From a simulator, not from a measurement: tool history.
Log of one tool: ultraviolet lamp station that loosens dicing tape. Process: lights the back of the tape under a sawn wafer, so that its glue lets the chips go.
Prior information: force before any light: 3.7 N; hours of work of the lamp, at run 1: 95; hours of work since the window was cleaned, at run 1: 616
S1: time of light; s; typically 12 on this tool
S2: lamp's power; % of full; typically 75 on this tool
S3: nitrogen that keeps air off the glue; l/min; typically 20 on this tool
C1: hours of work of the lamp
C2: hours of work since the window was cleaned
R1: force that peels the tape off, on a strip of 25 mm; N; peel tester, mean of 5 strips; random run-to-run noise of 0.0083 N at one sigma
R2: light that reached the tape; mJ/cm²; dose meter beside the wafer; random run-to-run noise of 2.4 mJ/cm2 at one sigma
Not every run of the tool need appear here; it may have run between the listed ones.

run,hour,S1,S2,S3,C1,C2,R1,R2
1,0,12,75,20,95,616,0.449,207
2,52.8,12,75,20,129,651,0.469,206
# hour 68.1: window cleaned of glue's vapour
3,113.6,15,75,20,169,30,0.441,220
4,191.5,6,75,20,221,82,1.491,84
5,270.6,12,89,20,273,134,0.53,196
# hour 286.5: window cleaned of glue's vapour, once more
6,338.3,12,89,20,318,34,0.296,276
7,405.2,12,89,20,362,79,0.311,264
8,472.7,12,89,20,407,123,0.318,258
9,568.4,12,89,20,470,187,0.336,249
10,619.2,12,89,20,504,220,0.359,244
11,677.7,12,89,20,542,259,0.376,236
12,721,12,89,20,571,288,0.378,230
13,788.6,12,75,20,616,332,0.533,197
14,829.4,12,75,20,643,359,0.524,192
15,883.1,12,75,20,678,395,0.564,187
16,963.7,12,75,20,732,448,0.591,178
17,1057.6,12,98,20,794,510,0.402,225
18,1101.2,12,98,20,823,539,0.428,225
19,1152.6,12,66,20,857,573,0.805,147
20,1226.5,12,66,20,905,622,0.842,145
# hour 1272.4: lamp changed
# hour 1280.7: window cleaned of glue's vapour
21,1306.3,17,75,20,22,17,0.181,350
22,1396,17,75,20,81,76,0.189,341
23,1490.1,7,78,8,144,139,1.262,139
24,1579.1,6,75,20,203,197,1.132,113
25,1644,6,75,20,246,240,1.136,112
26,1725.5,12,97,10,299,294,0.42,278
27,1810.2,22,90,28,356,350,0.124,456
28,1858.9,22,90,28,388,383,0.125,457
29,1953.1,22,65,14,450,445,0.269,319
30,2046,8,79,10,512,506,1.249,138
31,2133.5,18,84,35,569,564,0.159,310
32,2183.9,12,60,20,603,598,0.843,149
33,2225.9,10,66,20,631,625,0.957,129
# hour 2278.8: window cleaned of glue's vapour
34,2320.4,10,66,20,693,28,0.813,149
35,2361.9,10,66,20,720,55,0.808,144
36,2449.2,12,70,7,778,113,1.01,184
37,2506.5,11,70,15,816,151,0.801,163
38,2559.3,12,89,15,851,186,0.485,225

Forecast run 39:
39,2648,12,89,15,910,244,?,?

R1: 0.542 N
R2: 220 mJ/cm²
On a tool with no hidden condition, and with the same random variation, this run would have come out at R1 0.295 N, R2 304 mJ/cm².
